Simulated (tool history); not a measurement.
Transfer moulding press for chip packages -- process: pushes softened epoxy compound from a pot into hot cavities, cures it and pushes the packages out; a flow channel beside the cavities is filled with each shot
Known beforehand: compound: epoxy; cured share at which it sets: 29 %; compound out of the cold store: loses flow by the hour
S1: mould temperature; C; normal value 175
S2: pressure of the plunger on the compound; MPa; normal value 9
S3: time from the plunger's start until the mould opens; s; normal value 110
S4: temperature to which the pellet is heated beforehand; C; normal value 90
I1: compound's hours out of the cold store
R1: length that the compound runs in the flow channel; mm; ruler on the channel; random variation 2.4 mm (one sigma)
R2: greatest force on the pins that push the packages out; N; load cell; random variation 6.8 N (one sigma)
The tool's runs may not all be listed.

run	hour	S1	S2	S3	S4	I1	R1	R2
1	0	175	9	110	90	38.5	774	379
2	25.8	174	9	110	90	15.5	842	447
3	44.1	174	10.62	110	90	24.4	877	459
# hour 57.2: cavities cleaned with cleaning compound and waxed
4	78.7	175	9	110	90	35.2	773	347
# hour 111.2: plunger's sealing rings changed
5	111.2	175	9	124	90	12.7	880	371
6	142.7	175	9	124	90	9	891	404
# hour 157.6: cavities cleaned with cleaning compound and waxed
7	179.2	175	9	124	90	25.2	838	319
8	204.8	175	9	147	90	25.9	833	356
9	247.1	175	9	147	90	33.7	807	391
# hour 255.3: cavities cleaned with cleaning compound and waxed
10	287.5	172	9	110	90	15.7	874	433
11	321.5	172	9	110	90	39	804	478
# hour 354.1: cavities cleaned with cleaning compound and waxed
12	354.1	172	9	110	90	11.7	885	340
13	387.5	171	9	110	90	27	837	451
14	425	171	9	110	90	31	820	515
15	442.9	171	9	110	92	28.6	828	532
# hour 452.4: cavities cleaned with cleaning compound and waxed
16	476.2	171	9	110	92	47	772	403
17	498.4	177	9	115	95	13.8	842	359
18	517.4	176	9	112	95	29.4	800	395
# hour 550.4: cavities cleaned with cleaning compound and waxed
19	562.7	170	8.43	112	93	33.2	781	389
20	602.9	170	9.83	143	93	25.5	863	380
21	635.2	170	7.86	144	93	28.2	764	398
# hour 650.1: cavities cleaned with cleaning compound and waxed
22	667.5	171	9	105	90	41.2	774	431
# hour 684.9: mould's thermocouples calibrated
23	688.9	175	9.4	116	88	41	777	341
# hour 712.9: plunger's sealing rings changed
24	716.3	175	9.4	116	88	19.5	878	405
# hour 753: cavities cleaned with cleaning compound and waxed
25	756.7	175	7.44	90	88	45.1	714	412
26	788.1	175	7.44	90	88	28.8	749	524
27	823.1	172	7.44	90	94	36.1	741	698
# hour 851.1: cavities cleaned with cleaning compound and waxed
28	859.3	179	9.17	140	85	14.2	858	278

Alternative continuations, all from the tool just after run 28; predict every row:
A	880.1	180	9	103	95	18.1	?	?
B	880.1	175	7.41	110	96	23	?	?
C	880.1	179	10.37	140	85	9.8	?	?

run	R1	R2
A	836	338
B	755	368
C	923	314
Stripped of hidden state, with their random variation kept, the same runs would have yielded:
run	R1	R2
A	849	260
B	767	283
C	938	241
